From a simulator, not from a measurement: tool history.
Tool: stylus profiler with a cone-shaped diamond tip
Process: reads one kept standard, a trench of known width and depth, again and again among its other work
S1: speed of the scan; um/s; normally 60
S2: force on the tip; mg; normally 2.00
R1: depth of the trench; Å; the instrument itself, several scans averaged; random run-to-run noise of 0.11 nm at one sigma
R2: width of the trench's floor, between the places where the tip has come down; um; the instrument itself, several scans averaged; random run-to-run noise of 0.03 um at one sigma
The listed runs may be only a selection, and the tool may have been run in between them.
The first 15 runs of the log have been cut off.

| run | hour | S1 | S2 | R1 | R2 |
|---|---|---|---|---|---|
| 16 | 871.5 | 60 | 2.00 | 2011.1 | 46.63 |
| 17 | 924.1 | 60 | 2.00 | 2011.3 | 46.67 |
| 18 | 966.1 | 60 | 2.00 | 2009.9 | 46.67 |
| 19 | 1041.6 | 60 | 2.00 | 2011.1 | 46.67 |
| 20 | 1113.2 | 60 | 2.00 | 2010.0 | 46.70 |
| 21 | 1151.3 | 60 | 2.00 | 2009.2 | 46.68 |
| 22 | 1217.1 | 60 | 4.29 | 2024.2 | 46.67 |
| 23 | 1254.5 | 60 | 2.00 | 2005.9 | 46.62 |

Run 24 has not been measured yet. What should we expect?
| 24 | 1328.9 | 52 | 2.44 | ? | ? |

{"run 24": {"R1": 2011.7, "R2": 46.65}}
If the tool had no hidden condition, the same run with the same run-to-run variation would have returned R1 2029.3 Å, R2 47.02 um.

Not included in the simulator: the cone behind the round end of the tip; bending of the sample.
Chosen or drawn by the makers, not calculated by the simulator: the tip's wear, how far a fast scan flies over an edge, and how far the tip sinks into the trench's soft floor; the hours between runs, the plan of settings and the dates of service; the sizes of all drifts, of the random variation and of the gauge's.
